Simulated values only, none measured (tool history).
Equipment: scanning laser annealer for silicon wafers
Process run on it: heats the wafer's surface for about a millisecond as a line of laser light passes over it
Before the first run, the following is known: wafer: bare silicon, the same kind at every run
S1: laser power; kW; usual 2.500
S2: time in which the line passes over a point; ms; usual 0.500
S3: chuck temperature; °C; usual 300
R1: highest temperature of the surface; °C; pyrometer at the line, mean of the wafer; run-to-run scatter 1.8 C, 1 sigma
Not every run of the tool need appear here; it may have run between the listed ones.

{"run": 1, "hour": 0.0, "S1": 2.5, "S2": 0.5, "S3": 300, "R1": 1038}
{"run": 2, "hour": 34.8, "S1": 2.5, "S2": 0.5, "S3": 300, "R1": 1036}
{"run": 3, "hour": 70.8, "S1": 2.5, "S2": 0.5, "S3": 300, "R1": 1033}
{"run": 4, "hour": 98.8, "S1": 2.5, "S2": 0.5, "S3": 300, "R1": 1034}
{"run": 5, "hour": 134.9, "S1": 2.5, "S2": 0.5, "S3": 300, "R1": 1035}
{"run": 6, "hour": 160.8, "S1": 2.5, "S2": 0.5, "S3": 300, "R1": 1030}
{"run": 7, "hour": 201.6, "S1": 2.5, "S2": 0.5, "S3": 300, "R1": 1030}
{"run": 8, "hour": 241.8, "S1": 2.5, "S2": 0.5, "S3": 300, "R1": 1031}
{"run": 9, "hour": 278.0, "S1": 2.5, "S2": 0.5, "S3": 300, "R1": 1027}
{"run": 10, "hour": 315.2, "S1": 2.5, "S2": 0.381, "S3": 300, "R1": 947}
{"run": 11, "hour": 336.7, "S1": 2.5, "S2": 0.381, "S3": 300, "R1": 944}
{"run": 12, "hour": 370.2, "S1": 2.5, "S2": 0.381, "S3": 300, "R1": 946}
{"run": 13, "hour": 395.3, "S1": 2.5, "S2": 0.5, "S3": 300, "R1": 1025}
{"run": 14, "hour": 422.3, "S1": 2.5, "S2": 0.5, "S3": 300, "R1": 1028}
{"run": 15, "hour": 443.9, "S1": 2.5, "S2": 0.5, "S3": 300, "R1": 1023}
{"run": 16, "hour": 477.5, "S1": 2.5, "S2": 0.5, "S3": 300, "R1": 1023}
{"run": 17, "hour": 517.0, "S1": 2.5, "S2": 0.5, "S3": 300, "R1": 1022}
{"run": 18, "hour": 557.3, "S1": 2.5, "S2": 0.5, "S3": 300, "R1": 1018}
{"hour": 599.6, "done": "window over the wafer cleaned"}
{"run": 19, "hour": 605.5, "S1": 2.5, "S2": 0.5, "S3": 300, "R1": 1047}
{"run": 20, "hour": 638.5, "S1": 2.5, "S2": 0.5, "S3": 300, "R1": 1045}
{"run": 21, "hour": 683.4, "S1": 2.513, "S2": 0.414, "S3": 329, "R1": 1019}
{"run": 22, "hour": 725.8, "S1": 2.329, "S2": 0.5, "S3": 339, "R1": 1033}
{"run": 23, "hour": 771.6, "S1": 2.329, "S2": 0.5, "S3": 339, "R1": 1036}
{"run": 24, "hour": 800.6, "S1": 2.5, "S2": 0.5, "S3": 294, "R1": 1037}
{"run": 25, "hour": 832.1, "S1": 2.496, "S2": 0.528, "S3": 299, "R1": 1055}
{"run": 26, "hour": 856.2, "S1": 2.67, "S2": 0.528, "S3": 299, "R1": 1103}
{"run": 27, "hour": 888.5, "S1": 2.5, "S2": 0.484, "S3": 319, "R1": 1048}
{"hour": 901.6, "done": "optics aligned, line set to its width"}
{"run": 28, "hour": 919.5, "S1": 2.5, "S2": 0.484, "S3": 319, "R1": 1062}
{"run": 29, "hour": 945.1, "S1": 2.61, "S2": 0.5, "S3": 266, "R1": 1048}
{"run": 30, "hour": 985.9, "S1": 2.441, "S2": 0.363, "S3": 309, "R1": 949}
{"run": 31, "hour": 1029.3, "S1": 2.441, "S2": 0.363, "S3": 309, "R1": 948}
{"run": 32, "hour": 1062.0, "S1": 2.51, "S2": 0.565, "S3": 300, "R1": 1092}
{"run": 33, "hour": 1096.3, "S1": 2.51, "S2": 0.565, "S3": 300, "R1": 1094}
{"run": 34, "hour": 1118.0, "S1": 2.51, "S2": 0.565, "S3": 300, "R1": 1091}
{"run": 35, "hour": 1160.2, "S1": 2.51, "S2": 0.565, "S3": 300, "R1": 1089}
{"run": 36, "hour": 1180.6, "S1": 2.127, "S2": 0.596, "S3": 300, "R1": 994}
{"run": 37, "hour": 1225.7, "S1": 2.597, "S2": 0.398, "S3": 264, "R1": 962}
{"run": 38, "hour": 1262.9, "S1": 2.5, "S2": 0.5, "S3": 296, "R1": 1035}
{"run": 39, "hour": 1291.8, "S1": 2.5, "S2": 0.5, "S3": 296, "R1": 1035}
{"run": 40, "hour": 1317.9, "S1": 2.489, "S2": 0.543, "S3": 294, "R1": 1057}

Measured less the same run without the tool's hidden state. The same run-to-run variation is in both; the gauge's scatter may not be:
Unlogged tool condition in this case: light that passes the window, % of a clean one's; laser's true power over the reading, %; width of the line over the set one, %; drift of the gauge itself on peak_c, C.
run=1 R1=-24
run=2 R1=-25
run=3 R1=-27
run=4 R1=-28
run=5 R1=-29
run=6 R1=-30
run=7 R1=-30
run=8 R1=-32
run=9 R1=-33
run=10 R1=-30
run=11 R1=-31
run=12 R1=-32
run=13 R1=-37
run=14 R1=-37
run=15 R1=-39
run=16 R1=-40
run=17 R1=-41
run=18 R1=-42
run=19 R1=-15
run=20 R1=-16
run=21 R1=-16
run=22 R1=-18
run=23 R1=-19
run=24 R1=-21
run=25 R1=-23
run=26 R1=-25
run=27 R1=-24
run=28 R1=-9
run=29 R1=-10
run=30 R1=-9
run=31 R1=-10
run=32 R1=-13
run=33 R1=-15
run=34 R1=-15
run=35 R1=-17
run=36 R1=-15
run=37 R1=-17
run=38 R1=-19
run=39 R1=-21
run=40 R1=-23
